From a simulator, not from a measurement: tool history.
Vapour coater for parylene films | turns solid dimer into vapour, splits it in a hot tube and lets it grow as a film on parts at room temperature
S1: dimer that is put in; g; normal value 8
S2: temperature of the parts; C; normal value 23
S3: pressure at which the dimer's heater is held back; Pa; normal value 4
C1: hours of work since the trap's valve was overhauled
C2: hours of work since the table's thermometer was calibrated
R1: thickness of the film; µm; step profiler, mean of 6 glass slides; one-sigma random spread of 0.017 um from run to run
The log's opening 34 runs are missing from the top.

{"run": 35, "hour": 854.7, "S1": 5, "S2": 23, "S3": 7.44, "C1": 62, "C2": 1096, "R1": 0.68}
{"run": 36, "hour": 875.1, "S1": 8, "S2": 20, "S3": 3.4, "C1": 77, "C2": 1111, "R1": 1.32}
{"run": 37, "hour": 898.5, "S1": 10, "S2": 20, "S3": 3.12, "C1": 94, "C2": 1127, "R1": 1.61}
{"run": 38, "hour": 935.9, "S1": 6, "S2": 17, "S3": 2.13, "C1": 120, "C2": 1154, "R1": 1.15}
{"run": 39, "hour": 962.0, "S1": 14, "S2": 17, "S3": 4.78, "C1": 139, "C2": 1173, "R1": 2.41}
{"run": 40, "hour": 999.3, "S1": 14, "S2": 17, "S3": 4.78, "C1": 166, "C2": 1200, "R1": 2.39}
{"run": 41, "hour": 1017.9, "S1": 3, "S2": 15, "S3": 10.31, "C1": 179, "C2": 1213, "R1": 0.49}
{"run": 42, "hour": 1034.8, "S1": 12, "S2": 18, "S3": 6.36, "C1": 191, "C2": 1225, "R1": 1.87}
{"run": 43, "hour": 1065.4, "S1": 12, "S2": 18, "S3": 6.36, "C1": 213, "C2": 1247, "R1": 1.91}
{"run": 44, "hour": 1082.8, "S1": 8, "S2": 23, "S3": 4, "C1": 226, "C2": 1259, "R1": 1.13}
{"run": 45, "hour": 1106.3, "S1": 13, "S2": 31, "S3": 2.04, "C1": 242, "C2": 1276, "R1": 1.52}
{"run": 46, "hour": 1137.0, "S1": 13, "S2": 31, "S3": 2.04, "C1": 264, "C2": 1298, "R1": 1.53}
{"run": 47, "hour": 1163.0, "S1": 13, "S2": 31, "S3": 2.04, "C1": 283, "C2": 1317, "R1": 1.52}

Branching from run 47: 3 alternative next runs. What would each branch give?
{"run": "A", "hour": 1182.8, "S1": 9, "S2": 23, "S3": 6.42, "C1": 297, "C2": 1331, "R1": "?"}
{"run": "B", "hour": 1182.8, "S1": 3, "S2": 23, "S3": 3.16, "C1": 297, "C2": 1331, "R1": "?"}
{"run": "C", "hour": 1182.8, "S1": 12, "S2": 20, "S3": 4.69, "C1": 297, "C2": 1331, "R1": "?"}

run=A R1=1.17
run=B R1=0.45
run=C R1=1.82
With the hidden condition removed and each run's random variation left untouched, the same runs would have given:
run=A R1=1.28
run=B R1=0.49
run=C R1=1.97

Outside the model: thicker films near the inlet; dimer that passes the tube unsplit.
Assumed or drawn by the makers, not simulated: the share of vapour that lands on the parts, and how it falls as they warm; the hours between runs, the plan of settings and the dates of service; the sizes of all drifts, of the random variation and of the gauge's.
